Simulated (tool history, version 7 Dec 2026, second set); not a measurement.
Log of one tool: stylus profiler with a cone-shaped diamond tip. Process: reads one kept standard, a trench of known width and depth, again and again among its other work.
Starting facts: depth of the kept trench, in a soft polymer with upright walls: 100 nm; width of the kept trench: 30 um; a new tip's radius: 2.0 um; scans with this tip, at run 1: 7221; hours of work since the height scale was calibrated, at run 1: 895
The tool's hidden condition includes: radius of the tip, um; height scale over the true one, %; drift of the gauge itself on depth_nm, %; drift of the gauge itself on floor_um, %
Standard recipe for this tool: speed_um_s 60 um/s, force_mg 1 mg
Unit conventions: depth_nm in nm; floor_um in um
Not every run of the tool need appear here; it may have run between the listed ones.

run	day	speed_um_s	force_mg	scans with this tip	hours of work since the height scale was calibrated	depth_nm	floor_um
1	0	60	1	7221	895	100.74	28.14
2	1.683	60	1	7435	921	100.74	28.18
3	3.358	60	2.08	7648	947	100.88	28.18
4	5.079	109	1	7866	974	100.73	28.02
5	7.354	60	1.63	8155	1010	100.93	28.19
6	10.012	60	1.63	8493	1052	100.94	28.11
7	13.433	60	1.63	8927	1106	101	28.16
8	16.292	60	1	9290	1151	100.84	28.1
9	18	60	1	9507	1178	100.86	28
10	20.15	60	1	9780	1212	100.82	28.03
11	21.75	77	1	9983	1237	100.89	28
12	25.058	77	1	10403	1289	100.85	27.99
13	26.921	77	1	10639	1318	100.87	27.95
14	29.292	60	1	10941	1355	100.93	28.01
15	30.962	60	1	11153	1382	100.95	27.96
16	32.5	60	1	11348	1406	101.02	27.96
17	34.112	60	1	11553	1431	100.96	27.92
# day 34.621: height scale calibrated on a step standard
18	36.717	60	1	11881	33	100.33	27.95
19	39.942	60	1	12290	84	100.39	27.88
20	42.696	60	1	12640	127	100.36	27.85
21	45.704	60	1	13022	174	100.37	27.89
22	48.638	60	1	13395	220	100.39	27.92
23	51.879	60	1	13806	271	100.46	27.87
24	54.275	89	1.19	14111	309	100.51	27.78
25	56.938	89	1.19	14448	351	100.57	27.73
26	58.942	22	3	14703	383	100.85	28.02
27	60.546	22	1.53	14907	408	100.61	27.95
28	63.758	96	1	15315	458	100.53	27.66
29	67.238	18	0.7	15757	513	100.48	27.86
30	70.925	130	1.83	16225	571	100.72	27.64
31	74.312	130	1.83	16655	624	100.76	27.59
32	76.7	45	0.51	16958	662	100.48	27.72
33	80.267	62	1.14	17411	718	100.64	27.69
34	82.492	153	0.34	17693	753	100.52	27.06
35	86.188	18	0.62	18163	811	100.56	27.78
36	88.883	18	0.43	18505	854	100.57	27.71
37	91.262	18	0.43	18807	891	100.53	27.75
38	94.292	62	0.45	19192	939	100.67	27.53
39	95.95	62	0.45	19402	965	100.6	27.49
40	99.358	62	0.45	19835	1018	100.65	27.57
41	101.712	78	0.62	20134	1055	100.71	27.48
# day 102.092: new tip fitted, height scale calibrated
42	103.638	39	1.1	197	24	100.34	28.6
43	107.212	28	1	651	81	100.26	28.65
44	109.625	61	2.99	957	119	100.68	28.57
45	111.529	61	2.99	1199	148	100.69	28.52
46	114.308	61	2.99	1552	192	100.71	28.55

Difference, measured minus no-hidden-state, one row per run. Run-to-run variation is common to both terms; the gauge's own scatter need not be:
run	depth_nm	floor_um
1	+0.4	-0.41
2	+0.42	-0.42
3	+0.42	-0.43
4	+0.43	-0.44
5	+0.46	-0.45
6	+0.47	-0.47
7	+0.5	-0.5
8	+0.52	-0.51
9	+0.53	-0.52
10	+0.54	-0.53
11	+0.56	-0.54
12	+0.58	-0.56
13	+0.6	-0.57
14	+0.62	-0.59
15	+0.62	-0.6
16	+0.63	-0.61
17	+0.65	-0.62
18	+0	-0.63
19	+0.03	-0.65
20	+0.05	-0.67
21	+0.07	-0.68
22	+0.09	-0.7
23	+0.12	-0.72
24	+0.13	-0.73
25	+0.15	-0.75
26	+0.17	-0.76
27	+0.18	-0.76
28	+0.2	-0.78
29	+0.22	-0.8
30	+0.25	-0.82
31	+0.28	-0.85
32	+0.29	-0.86
33	+0.32	-0.87
34	+0.33	-0.89
35	+0.36	-0.9
36	+0.38	-0.92
37	+0.4	-0.93
38	+0.42	-0.95
39	+0.43	-0.96
40	+0.45	-0.97
41	+0.47	-0.98
42	-0.02	+0.01
43	+0.01	-0.02
44	+0.02	-0.04
45	+0.04	-0.06
46	+0.06	-0.08

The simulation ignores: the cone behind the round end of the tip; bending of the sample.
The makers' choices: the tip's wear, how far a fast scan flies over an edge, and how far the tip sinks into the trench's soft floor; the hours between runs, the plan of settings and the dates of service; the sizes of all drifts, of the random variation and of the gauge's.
